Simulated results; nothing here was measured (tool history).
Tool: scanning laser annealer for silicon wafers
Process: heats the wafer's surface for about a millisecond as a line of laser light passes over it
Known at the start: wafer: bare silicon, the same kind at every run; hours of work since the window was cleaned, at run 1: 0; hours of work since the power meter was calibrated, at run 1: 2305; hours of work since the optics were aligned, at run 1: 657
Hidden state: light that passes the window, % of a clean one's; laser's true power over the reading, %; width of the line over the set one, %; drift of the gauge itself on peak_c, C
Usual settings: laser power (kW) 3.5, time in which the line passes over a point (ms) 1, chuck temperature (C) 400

run    hour  laser power (kW)  time in which the line passes over a point (ms)  chuck temperature (C)  hours of work since the window was cleaned  hours of work since the power meter was calibrated  hours of work since the optics were aligned  highest temperature of the surface (C)
  1       0               3.5                                                1                    400                                           0                                                2305                                          657                                    1224
  2    71.9               3.5                                                1                    400                                          57                                                2363                                          714                                    1223
  3   105.9               3.5                                                1                    400                                          84                                                2390                                          742                                    1223
  4   167.8               3.5                                                1                    400                                         134                                                2439                                          791                                    1224
  5   229.4               3.5                                                1                    400                                         183                                                2488                                          840                                    1219
  6   273.1               3.5                                                1                    400                                         218                                                2523                                          875                                    1223
  7   322.1               3.5                                             0.73                    400                                         257                                                2562                                          914                                    1089
  8   368.1               3.5                                             0.73                    400                                         293                                                2599                                          950                                    1085
  9   430.2               3.5                                             0.73                    400                                         343                                                2648                                         1000                                    1086
 10   502.6               3.5                                             0.73                    400                                         400                                                2706                                         1058                                    1084
 11   543.9               3.5                                             0.73                    363                                         433                                                2739                                         1091                                    1044
 12   596.7               3.5                                             0.73                    363                                         475                                                2781                                         1133                                    1047
 13   641.2               3.5                                             0.73                    363                                         511                                                2816                                         1168                                    1043
      651.6  -- optics aligned, line set to its width
 14   680.8               3.5                                             0.73                    363                                         538                                                2844                                           23                                    1040
 15   727.5               3.5                                             0.73                    363                                         576                                                2881                                           60                                    1038
      742.2  -- window over the wafer cleaned
 16     771               3.5                                             0.73                    363                                          23                                                2914                                           93                                    1055
 17   829.7             3.167                                             0.82                    393                                          70                                                2961                                          140                                    1050
 18   877.5             2.979                                             0.84                    438                                         108                                                2999                                          178                                    1053
 19   954.1              3.41                                             0.84                    400                                         169                                                3060                                          239                                    1119
 20   994.5             3.703                                             0.84                    400                                         201                                                3092                                          272                                    1189
 21  1064.1             3.703                                             0.84                    400                                         256                                                3148                                          327                                    1185
     1119.3  -- optics aligned, line set to its width, once more
 22  1124.8             3.329                                             0.84                    397                                         301                                                3192                                            4                                    1106
 23  1197.5             3.329                                             0.84                    397                                         359                                                3250                                           62                                    1102
 24  1250.6             3.208                                             0.95                    374                                         401                                                3292                                          105                                    1091
 25  1298.1             3.607                                             0.91                    400                                         439                                                3330                                          142                                    1199
 26  1372.8             3.535                                                1                    432                                         498                                                3389                                          202                                    1252

Forecast each of these 3 alternatives for the next run:
  A  1447.9             3.191                                             1.03                    401                                         558                                                3449                                          262                                       ?
  B  1447.9             3.432                                             0.97                    415                                         558                                                3449                                          262                                       ?
  C  1447.9             3.413                                                1                    389                                         558                                                3449                                          262                                       ?

run  highest temperature of the surface (C)
  A                                    1145
  B                                    1196
  C                                    1178
Without the tool's hidden state the same runs would have given:
run  highest temperature of the surface (C)
  A                                    1158
  B                                    1209
  C                                    1191
